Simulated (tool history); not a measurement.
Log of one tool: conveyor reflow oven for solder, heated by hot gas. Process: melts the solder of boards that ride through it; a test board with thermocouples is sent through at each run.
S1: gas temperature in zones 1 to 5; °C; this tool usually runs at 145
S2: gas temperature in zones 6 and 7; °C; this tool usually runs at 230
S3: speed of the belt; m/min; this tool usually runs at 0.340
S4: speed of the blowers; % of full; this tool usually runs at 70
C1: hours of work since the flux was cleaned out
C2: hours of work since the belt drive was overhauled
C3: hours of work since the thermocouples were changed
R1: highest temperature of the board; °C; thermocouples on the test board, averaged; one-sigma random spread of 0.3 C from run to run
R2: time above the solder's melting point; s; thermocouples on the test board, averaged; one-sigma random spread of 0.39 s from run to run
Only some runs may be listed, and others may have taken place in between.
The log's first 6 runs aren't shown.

run 7 hour=152.1 | S1=145 S2=238 S3=0.340 S4=70 | C1=146 C2=438 C3=312 | R1=219.6 R2=86.8
run 8 hour=188.4 | S1=145 S2=238 S3=0.340 S4=70 | C1=168 C2=460 C3=335 | R1=220.2 R2=85.9
run 9 hour=203.9 | S1=145 S2=230 S3=0.340 S4=70 | C1=178 C2=470 C3=344 | R1=212.8 R2=78.5
-- hour=211.9 flux residue cleaned out of gas plates and filters
run 10 hour=227.6 | S1=145 S2=230 S3=0.346 S4=70 | C1=10 C2=482 C3=356 | R1=211.7 R2=75.4
run 11 hour=247.8 | S1=145 S2=230 S3=0.346 S4=70 | C1=22 C2=494 C3=369 | R1=211.3 R2=75.5
-- hour=268.4 flux residue cleaned out of gas plates and filters, once more
run 12 hour=283.9 | S1=145 S2=230 S3=0.340 S4=70 | C1=10 C2=514 C3=388 | R1=214.3 R2=81.4
run 13 hour=317.1 | S1=145 S2=230 S3=0.340 S4=70 | C1=30 C2=535 C3=409 | R1=214.7 R2=81.0
run 14 hour=340.6 | S1=145 S2=230 S3=0.340 S4=70 | C1=45 C2=549 C3=424 | R1=214.0 R2=80.6
run 15 hour=364.6 | S1=145 S2=230 S3=0.340 S4=52 | C1=60 C2=564 C3=439 | R1=210.2 R2=73.6
run 16 hour=397.7 | S1=145 S2=230 S3=0.340 S4=52 | C1=81 C2=585 C3=459 | R1=209.6 R2=72.2
run 17 hour=429.8 | S1=145 S2=230 S3=0.340 S4=52 | C1=101 C2=605 C3=479 | R1=208.9 R2=72.1
run 18 hour=465.3 | S1=132 S2=231 S3=0.353 S4=55 | C1=123 C2=627 C3=502 | R1=206.5 R2=59.1
run 19 hour=500.8 | S1=132 S2=231 S3=0.353 S4=81 | C1=145 C2=650 C3=524 | R1=212.6 R2=69.1
run 20 hour=524.6 | S1=132 S2=231 S3=0.353 S4=81 | C1=160 C2=664 C3=539 | R1=212.5 R2=69.6
run 21 hour=560.1 | S1=132 S2=239 S3=0.287 S4=50 | C1=183 C2=687 C3=561 | R1=218.1 R2=93.2
-- hour=586.1 flux residue cleaned out of gas plates and filters
run 22 hour=597.4 | S1=132 S2=239 S3=0.287 S4=50 | C1=7 C2=707 C3=581 | R1=219.7 R2=95.1
run 23 hour=626.5 | S1=132 S2=239 S3=0.287 S4=50 | C1=25 C2=725 C3=599 | R1=219.7 R2=94.9
run 24 hour=662.2 | S1=132 S2=239 S3=0.287 S4=50 | C1=48 C2=747 C3=622 | R1=218.8 R2=95.0

The next listed run, before its measurement:
run 25 hour=698.0 | S1=154 S2=230 S3=0.340 S4=51 | C1=70 C2=770 C3=644 | R1=? R2=?

R1: 210.1 °C
R2: 80.7 s
With no hidden state in the tool, this same run would have given R1 212.1 °C, R2 81.8 s.
